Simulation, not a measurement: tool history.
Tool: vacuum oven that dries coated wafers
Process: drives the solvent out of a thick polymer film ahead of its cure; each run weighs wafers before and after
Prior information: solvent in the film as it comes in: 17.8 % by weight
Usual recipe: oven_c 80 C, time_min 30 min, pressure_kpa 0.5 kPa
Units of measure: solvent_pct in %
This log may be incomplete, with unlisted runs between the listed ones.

Run 1, day 0: usual settings. Result: solvent_pct 1.32 %.
Run 2, day 3.996: usual settings. Result: solvent_pct 1.32 %.
Run 3, day 7.192: usual settings. Result: solvent_pct 1.32 %.
Run 4, day 10.458: usual settings but oven_c 92 C. Result: solvent_pct 0.35 %.
Run 5, day 14.65: usual settings. Result: solvent_pct 1.35 %.
At day 15.096: vacuum gauge cleaned of residue and calibrated.
Run 6, day 17.125: usual settings. Result: solvent_pct 1.38 %.
Run 7, day 21.167: usual settings but time_min 31 min, pressure_kpa 0.393 kPa. Result: solvent_pct 1.22 %.
At day 21.604: oven's thermocouples calibrated.
Run 8, day 25.325: usual settings but time_min 17 min. Result: solvent_pct 3.55 %.
Run 9, day 28.783: usual settings but time_min 20 min, pressure_kpa 0.271 kPa. Result: solvent_pct 2.72 %.
Run 10, day 31.904: usual settings but time_min 47 min, pressure_kpa 0.257 kPa. Result: solvent_pct 0.55 %.
Run 11, day 34.917: usual settings but oven_c 84 C, time_min 24 min. Result: solvent_pct 1.42 %.
At day 37.462: vacuum gauge cleaned of residue and calibrated, once more.
Run 12, day 37.946: usual settings but oven_c 88 C, time_min 24 min, pressure_kpa 0.607 kPa. Result: solvent_pct 0.81 %.

Predict each of these 5 candidate next runs independently; none follows another, all start after run 12:
Run A, day 41.05: usual settings but oven_c 88 C, time_min 24 min, pressure_kpa 0.363 kPa. Result: solvent_pct ?.
Run B, day 41.05: usual settings but oven_c 91 C, time_min 20 min, pressure_kpa 0.477 kPa. Result: solvent_pct ?.
Run C, day 41.05: usual settings but oven_c 83 C, time_min 38 min. Result: solvent_pct ?.
Run D, day 41.05: usual settings but oven_c 92 C, time_min 24 min, pressure_kpa 0.607 kPa. Result: solvent_pct ?.
Run E, day 41.05: usual settings but pressure_kpa 0.477 kPa. Result: solvent_pct ?.

run  solvent_pct
  A          0.7
  B         0.73
  C         0.58
  D         0.51
  E         1.28
What these runs would have given with no unlogged condition in the tool:
run  solvent_pct
  A         0.71
  B         0.75
  C         0.58
  D         0.51
  E          1.3

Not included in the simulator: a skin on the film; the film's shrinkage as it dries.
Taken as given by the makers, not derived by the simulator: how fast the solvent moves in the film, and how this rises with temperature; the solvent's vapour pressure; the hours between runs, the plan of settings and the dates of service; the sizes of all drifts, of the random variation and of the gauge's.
